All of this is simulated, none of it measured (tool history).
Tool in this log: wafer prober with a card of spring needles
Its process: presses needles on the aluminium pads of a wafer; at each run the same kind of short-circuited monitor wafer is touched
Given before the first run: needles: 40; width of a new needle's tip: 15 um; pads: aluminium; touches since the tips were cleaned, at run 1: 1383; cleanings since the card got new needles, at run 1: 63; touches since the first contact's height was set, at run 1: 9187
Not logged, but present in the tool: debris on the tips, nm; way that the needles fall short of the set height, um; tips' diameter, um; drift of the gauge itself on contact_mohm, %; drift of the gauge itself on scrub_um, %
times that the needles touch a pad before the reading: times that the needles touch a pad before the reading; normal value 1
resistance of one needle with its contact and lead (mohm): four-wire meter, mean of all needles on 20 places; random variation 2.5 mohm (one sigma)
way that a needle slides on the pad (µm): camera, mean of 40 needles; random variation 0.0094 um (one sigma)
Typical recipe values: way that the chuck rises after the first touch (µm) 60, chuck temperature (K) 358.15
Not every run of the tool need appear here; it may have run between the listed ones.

| run | hour | way that the chuck rises after the first touch (µm) | chuck temperature (K) | times that the needles touch a pad before the reading | touches since the tips were cleaned | cleanings since the card got new needles | touches since the first contact's height was set | resistance of one needle with its contact and lead (mohm) | way that a needle slides on the pad (µm) |
|---|---|---|---|---|---|---|---|---|---|
| 1 | 0 | 60 | 358.15 | 1 | 1383 | 63 | 9187 | 337 | 9.792 |
|  | 34.5 | tips cleaned on abrasive film |
| 2 | 54 | 60 | 358.15 | 1 | 4373 | 64 | 21263 | 364 | 9.784 |
|  | 76.1 | tips cleaned on abrasive film |
|  | 112.2 | tips cleaned on abrasive film |
| 3 | 136.6 | 60 | 358.15 | 1 | 5453 | 66 | 39718 | 385 | 9.772 |
|  | 150.3 | tips cleaned on abrasive film |
|  | 185.7 | tips cleaned on abrasive film |
| 4 | 193.2 | 60 | 358.15 | 1 | 1694 | 68 | 52362 | 337 | 9.731 |
|  | 224.1 | tips cleaned on abrasive film |
|  | 259.3 | tips cleaned on abrasive film |
| 5 | 269.4 | 60 | 358.15 | 1 | 2275 | 70 | 69384 | 341 | 9.718 |
|  | 297.8 | tips cleaned on abrasive film |
| 6 | 310.7 | 60 | 358.15 | 1 | 2882 | 71 | 78609 | 358 | 9.718 |
|  | 337.2 | tips cleaned on abrasive film |
|  | 373.3 | tips cleaned on abrasive film |
|  | 379.2 | height of the first contact set anew |
| 7 | 394.5 | 60 | 358.15 | 1 | 4665 | 73 | 3428 | 376 | 9.786 |
|  | 412.2 | tips cleaned on abrasive film |
|  | 450.7 | tips cleaned on abrasive film |
| 8 | 458.1 | 60 | 358.15 | 1 | 1658 | 75 | 17645 | 337 | 9.758 |
|  | 485.8 | tips cleaned on abrasive film |
| 9 | 514.9 | 60 | 358.15 | 1 | 6526 | 76 | 30343 | 392 | 9.774 |
|  | 522.9 | tips cleaned on abrasive film |
|  | 564.5 | tips cleaned on abrasive film |
| 10 | 574.7 | 60 | 358.15 | 1 | 2296 | 78 | 43692 | 349 | 9.754 |
|  | 600.8 | tips cleaned on abrasive film |
| 11 | 627.8 | 60 | 358.15 | 1 | 6048 | 79 | 55563 | 398 | 9.747 |
|  | 640.5 | tips cleaned on abrasive film |
| 12 | 668.7 | 60 | 358.15 | 1 | 6312 | 80 | 64698 | 395 | 9.72 |
|  | 682.5 | tips cleaned on abrasive film |
|  | 719 | tips cleaned on abrasive film |
| 13 | 728.8 | 48 | 358.15 | 1 | 2195 | 82 | 78122 | 369 | 7.741 |
|  | 756.7 | tips cleaned on abrasive film |
| 14 | 768.1 | 49 | 369.15 | 3 | 2554 | 83 | 86900 | 332 | 7.904 |
|  | 799.1 | tips cleaned on abrasive film |
|  | 799.4 | height of the first contact set anew |
| 15 | 817.2 | 60 | 358.15 | 2 | 4001 | 84 | 4001 | 345 | 9.81 |
|  | 837.2 | tips cleaned on abrasive film |
|  | 873.7 | tips cleaned on abrasive film |
| 16 | 887 | 60 | 358.15 | 2 | 2982 | 86 | 19578 | 332 | 9.762 |
|  | 912.3 | tips cleaned on abrasive film |
| 17 | 937.7 | 60 | 306.15 | 2 | 5678 | 87 | 30910 | 336 | 9.749 |
|  | 949.7 | tips cleaned on abrasive film |
|  | 985.1 | tips cleaned on abrasive film |
| 18 | 985.6 | 60 | 306.15 | 2 | 118 | 89 | 41599 | 281 | 9.737 |
|  | 1023.1 | tips cleaned on abrasive film |
| 19 | 1040.5 | 40 | 318.15 | 3 | 3908 | 90 | 53883 | 347 | 6.47 |
|  | 1061.1 | tips cleaned on abrasive film |
| 20 | 1085 | 40 | 318.15 | 3 | 5364 | 91 | 63828 | 363 | 6.459 |
|  | 1100.4 | tips cleaned on abrasive film |
|  | 1141.8 | tips cleaned on abrasive film |
| 21 | 1144.1 | 71 | 318.15 | 2 | 526 | 93 | 77027 | 291 | 11.502 |
|  | 1180 | tips cleaned on abrasive film |
| 22 | 1184.1 | 71 | 318.15 | 2 | 924 | 94 | 85955 | 295 | 11.496 |
|  | 1216.6 | tips cleaned on abrasive film |
|  | 1216.9 | height of the first contact set anew |
|  | 1251.9 | tips cleaned on abrasive film |
| 23 | 1254.1 | 43 | 392.15 | 1 | 485 | 96 | 8305 | 335 | 7.018 |
|  | 1288.9 | tips cleaned on abrasive film |
|  | 1328.8 | tips cleaned on abrasive film |
| 24 | 1331.9 | 47 | 310.15 | 3 | 689 | 98 | 25689 | 299 | 7.638 |

Consider 5 possible next runs. They are alternatives, not a sequence: every one starts from the tool as it was left by run 24. What does each give?
|  | 1364.9 | tips cleaned on abrasive film |
|  | 1401 | tips cleaned on abrasive film |
| A | 1417 | 44 | 316.15 | 2 | 3577 | 100 | 44708 | ? | ? |
|  | 1364.9 | tips cleaned on abrasive film |
|  | 1401 | tips cleaned on abrasive film |
| B | 1417 | 65 | 319.15 | 1 | 3577 | 100 | 44708 | ? | ? |
|  | 1364.9 | tips cleaned on abrasive film |
|  | 1401 | tips cleaned on abrasive film |
| C | 1417 | 60 | 358.15 | 1 | 3577 | 100 | 44708 | ? | ? |
|  | 1364.9 | tips cleaned on abrasive film |
|  | 1401 | tips cleaned on abrasive film |
| D | 1417 | 44 | 308.15 | 1 | 3577 | 100 | 44708 | ? | ? |
|  | 1364.9 | tips cleaned on abrasive film |
|  | 1401 | tips cleaned on abrasive film |
| E | 1417 | 58 | 299.15 | 3 | 3577 | 100 | 44708 | ? | ? |

| run | resistance of one needle with its contact and lead (mohm) | way that a needle slides on the pad (µm) |
|---|---|---|
| A | 381 | 7.129 |
| B | 357 | 10.577 |
| C | 370 | 9.751 |
| D | 430 | 7.135 |
| E | 309 | 9.421 |
Stripped of hidden state, with their random variation kept, the same runs would have yielded:
| run | resistance of one needle with its contact and lead (mohm) | way that a needle slides on the pad (µm) |
|---|---|---|
| A | 290 | 7.179 |
| B | 282 | 10.627 |
| C | 291 | 9.801 |
| D | 282 | 7.185 |
| E | 275 | 9.472 |

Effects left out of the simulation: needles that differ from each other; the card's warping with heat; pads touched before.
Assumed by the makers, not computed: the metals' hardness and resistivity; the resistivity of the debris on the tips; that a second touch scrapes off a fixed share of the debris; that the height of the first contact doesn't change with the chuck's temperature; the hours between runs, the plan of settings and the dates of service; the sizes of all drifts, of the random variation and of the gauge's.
